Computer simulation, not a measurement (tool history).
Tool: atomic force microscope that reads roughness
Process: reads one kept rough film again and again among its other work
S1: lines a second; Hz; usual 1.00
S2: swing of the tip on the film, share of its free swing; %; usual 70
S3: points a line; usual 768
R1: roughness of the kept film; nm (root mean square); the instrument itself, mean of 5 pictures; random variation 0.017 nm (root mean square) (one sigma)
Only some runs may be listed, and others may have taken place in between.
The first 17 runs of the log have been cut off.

{"run": 18, "hour": 381.8, "S1": 3.4, "S2": 70, "S3": 891, "R1": 3.705}
{"run": 19, "hour": 411.8, "S1": 2.38, "S2": 68, "S3": 891, "R1": 3.809}
{"run": 20, "hour": 430.4, "S1": 0.78, "S2": 89, "S3": 429, "R1": 3.757}
{"run": 21, "hour": 450.2, "S1": 2.45, "S2": 81, "S3": 611, "R1": 3.456}
{"run": 22, "hour": 467.2, "S1": 1.61, "S2": 63, "S3": 451, "R1": 3.832}
{"run": 23, "hour": 492.6, "S1": 0.56, "S2": 70, "S3": 925, "R1": 3.86}
{"run": 24, "hour": 519.6, "S1": 0.76, "S2": 63, "S3": 842, "R1": 3.842}
{"run": 25, "hour": 545.0, "S1": 0.5, "S2": 87, "S3": 978, "R1": 3.734}
{"run": 26, "hour": 578.2, "S1": 0.5, "S2": 87, "S3": 978, "R1": 3.634}
{"run": 27, "hour": 597.1, "S1": 1.26, "S2": 70, "S3": 563, "R1": 3.596}
{"run": 28, "hour": 623.4, "S1": 1.26, "S2": 70, "S3": 563, "R1": 3.504}
{"run": 29, "hour": 644.9, "S1": 1.26, "S2": 71, "S3": 319, "R1": 3.48}
{"run": 30, "hour": 675.0, "S1": 1.26, "S2": 72, "S3": 762, "R1": 3.448}
{"hour": 684.7, "done": "new tip fitted"}
{"run": 31, "hour": 704.9, "S1": 1.26, "S2": 72, "S3": 762, "R1": 3.991}
{"run": 32, "hour": 738.3, "S1": 3.57, "S2": 84, "S3": 384, "R1": 3.228}
{"run": 33, "hour": 767.7, "S1": 0.5, "S2": 70, "S3": 534, "R1": 4.009}

Each row is a separate what-if for the run after 33, all from the same tool condition, not one after another. Results?
{"run": "A", "hour": 792.6, "S1": 0.7, "S2": 78, "S3": 923, "R1": "?"}
{"run": "B", "hour": 792.6, "S1": 3.42, "S2": 58, "S3": 653, "R1": "?"}
{"run": "C", "hour": 792.6, "S1": 0.74, "S2": 70, "S3": 435, "R1": "?"}

run=A R1=3.900
run=B R1=3.807
run=C R1=3.893
Had the tool no hidden state, the same runs would have come out as:
run=A R1=4.175
run=B R1=4.075
run=C R1=4.168
